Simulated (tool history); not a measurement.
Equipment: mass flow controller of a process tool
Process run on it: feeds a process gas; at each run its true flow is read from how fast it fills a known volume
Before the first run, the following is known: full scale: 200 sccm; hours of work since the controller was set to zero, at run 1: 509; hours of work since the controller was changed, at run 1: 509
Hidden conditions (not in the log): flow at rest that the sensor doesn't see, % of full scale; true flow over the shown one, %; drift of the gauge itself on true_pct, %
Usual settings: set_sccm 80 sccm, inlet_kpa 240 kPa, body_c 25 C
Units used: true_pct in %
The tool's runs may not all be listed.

run,hour,set_sccm,inlet_kpa,body_c,hours of work since the controller was set to zero,hours of work since the controller was changed,true_pct
1,0,80,240,25,509,509,98.43
2,42.1,80,240,31,525,525,98.32
3,104.8,80,240,31,548,548,98.19
4,143.2,80,240,25,562,562,98.33
5,200.3,41,240,25,583,583,97.95
6,268.3,80,240,40,608,608,97.79
7,305.4,80,240,40,622,622,97.74
8,374.7,80,240,40,647,647,97.72
9,415.2,80,240,25,662,662,98.5
10,489.8,80,240,25,690,690,98.51
11,576,80,240,25,721,721,98.44
12,635.6,80,240,25,743,743,98.44
13,671.9,80,240,25,757,757,98.5
14,716.8,80,240,25,773,773,98.41
15,802,80,240,25,805,805,98.5
16,847.6,80,240,25,822,822,98.53
17,908.2,80,240,25,844,844,98.36
# hour 913.7: controller's zero set anew
18,984.8,85,240,25,26,872,98.67
19,1025,80,170,25,41,887,98.11
20,1099.9,56,170,32,69,915,97.55
21,1156.6,94,269,27,90,936,98.7
# hour 1202.8: controller's zero set anew, once more
22,1227.5,80,187,30,9,962,97.53
23,1294,80,187,30,34,986,97.64
24,1340.5,80,274,30,51,1003,98.07
25,1381.5,45,150,21,66,1018,97.17
26,1442,45,150,21,88,1041,97.34
27,1521.6,45,150,21,118,1070,97.32
28,1567.6,137,172,34,135,1087,98.18
29,1602.6,29,171,21,148,1100,97.24
30,1641.7,29,274,39,162,1114,96.97
31,1698.8,29,274,39,183,1135,96.94
32,1743.3,138,192,40,199,1152,98.06
33,1799.4,138,192,40,220,1172,98.06
34,1841.8,80,240,38,236,1188,97.62
35,1895.3,23,172,32,255,1208,96.83
36,1960.5,26,180,36,280,1232,96.72

For each entry between runs, how does the tool's hidden state at the last listed run before it compare with that at the first listed run after it?
Between runs 17 and 18: controller's zero set anew (hour 913.7)
  flow at rest that the sensor doesn't see, % of full scale: 0.135 -> 0.154; true flow over the shown one, %: -0.12 -> -0.13
  measured less the result without the state, true_pct: +0.22 -> +0.24 %
Between runs 21 and 22: controller's zero set anew, once more (hour 1202.8)
  flow at rest that the sensor doesn't see, % of full scale: 0.163 -> 0.021; true flow over the shown one, %: -0.14 -> -0.15
  measured less the result without the state, true_pct: +0.2 -> -0.09 %
